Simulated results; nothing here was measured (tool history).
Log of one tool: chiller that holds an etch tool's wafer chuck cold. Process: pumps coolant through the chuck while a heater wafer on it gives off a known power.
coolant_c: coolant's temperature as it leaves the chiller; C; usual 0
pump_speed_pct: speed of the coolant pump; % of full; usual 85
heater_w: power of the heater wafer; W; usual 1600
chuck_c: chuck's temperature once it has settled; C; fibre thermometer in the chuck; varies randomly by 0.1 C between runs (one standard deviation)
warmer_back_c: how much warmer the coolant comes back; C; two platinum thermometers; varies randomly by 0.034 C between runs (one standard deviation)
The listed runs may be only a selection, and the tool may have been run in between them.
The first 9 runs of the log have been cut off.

run	day	coolant_c	pump_speed_pct	heater_w	chuck_c	warmer_back_c
10	19.546	0	85	1600	17.8	6.30
# day 21.108: coolant changed, channels flushed
11	21.450	0	85	1600	15.8	6.27
12	24.267	0	85	1600	15.8	6.33
13	26.508	0	85	1600	15.7	6.31
# day 27.154: coolant pump overhauled
14	29.550	2	85	1600	16.4	5.45
15	31.917	2	85	1600	16.2	5.41
16	35.075	0	86	1600	14.0	5.39
17	37.046	3	88	1277	14.1	4.23
18	40.592	3	88	1277	14.3	4.23
19	42.679	-3	67	1362	11.7	5.98
20	45.667	-9	85	856	-1.5	2.95
21	47.908	5	91	1143	14.7	3.69
22	50.246	5	91	1143	14.5	3.70
23	52.017	3	91	1083	12.1	3.43
24	54.538	0	62	1281	15.0	6.12
25	57.429	0	62	1281	15.0	6.10
26	59.662	0	62	1281	15.0	6.14
27	63.138	0	62	1281	14.9	6.12
28	66.021	0	62	1281	15.0	6.21

Run 29 has not been measured yet. What should we expect?
29	67.954	-4	85	1244	?	?

chuck_c: 7.4 C
warmer_back_c: 4.47 C
Had the tool carried no hidden state, the very same run would have given chuck_c 7.2 C, warmer_back_c 4.37 C.
